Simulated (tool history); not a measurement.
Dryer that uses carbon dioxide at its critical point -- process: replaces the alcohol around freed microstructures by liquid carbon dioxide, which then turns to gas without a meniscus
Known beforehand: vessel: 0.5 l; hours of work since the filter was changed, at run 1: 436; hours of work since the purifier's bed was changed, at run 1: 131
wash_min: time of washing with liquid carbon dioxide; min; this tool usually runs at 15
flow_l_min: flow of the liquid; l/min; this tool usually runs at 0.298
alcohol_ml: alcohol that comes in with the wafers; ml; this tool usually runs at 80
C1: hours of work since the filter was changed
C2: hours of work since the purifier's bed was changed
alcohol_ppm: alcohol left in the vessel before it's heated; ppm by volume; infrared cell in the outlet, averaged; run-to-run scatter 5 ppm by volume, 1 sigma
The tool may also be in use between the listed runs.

{"run": 1, "day": 0.0, "wash_min": 15, "flow_l_min": 0.298, "alcohol_ml": 80, "C1": 436, "C2": 131, "alcohol_ppm": 104}
{"run": 2, "day": 1.462, "wash_min": 15, "flow_l_min": 0.298, "alcohol_ml": 80, "C1": 459, "C2": 154, "alcohol_ppm": 122}
{"run": 3, "day": 2.633, "wash_min": 15, "flow_l_min": 0.298, "alcohol_ml": 80, "C1": 478, "C2": 173, "alcohol_ppm": 130}
{"day": 2.767, "done": "inlet filter changed"}
{"run": 4, "day": 3.825, "wash_min": 15, "flow_l_min": 0.298, "alcohol_ml": 80, "C1": 17, "C2": 192, "alcohol_ppm": 89}
{"run": 5, "day": 4.867, "wash_min": 12, "flow_l_min": 0.298, "alcohol_ml": 80, "C1": 34, "C2": 209, "alcohol_ppm": 211}
{"run": 6, "day": 6.512, "wash_min": 12, "flow_l_min": 0.298, "alcohol_ml": 80, "C1": 61, "C2": 235, "alcohol_ppm": 227}
{"run": 7, "day": 7.946, "wash_min": 12, "flow_l_min": 0.298, "alcohol_ml": 80, "C1": 84, "C2": 258, "alcohol_ppm": 237}
{"run": 8, "day": 9.017, "wash_min": 24, "flow_l_min": 0.428, "alcohol_ml": 80, "C1": 101, "C2": 276, "alcohol_ppm": 88}
{"run": 9, "day": 10.617, "wash_min": 24, "flow_l_min": 0.428, "alcohol_ml": 80, "C1": 127, "C2": 301, "alcohol_ppm": 86}
{"run": 10, "day": 11.854, "wash_min": 24, "flow_l_min": 0.428, "alcohol_ml": 80, "C1": 147, "C2": 321, "alcohol_ppm": 93}

Run by run, hidden condition taken away, random variation retained:
The tool's hidden condition here consists of: flow that reaches the vessel past the clogged filter, %; alcohol in the recycled carbon dioxide, ppm; drift of the gauge itself on alcohol_ppm, %.
run=1 alcohol_ppm=23
run=2 alcohol_ppm=30
run=3 alcohol_ppm=29
run=4 alcohol_ppm=31
run=5 alcohol_ppm=140
run=6 alcohol_ppm=143
run=7 alcohol_ppm=141
run=8 alcohol_ppm=8
run=9 alcohol_ppm=0
run=10 alcohol_ppm=1
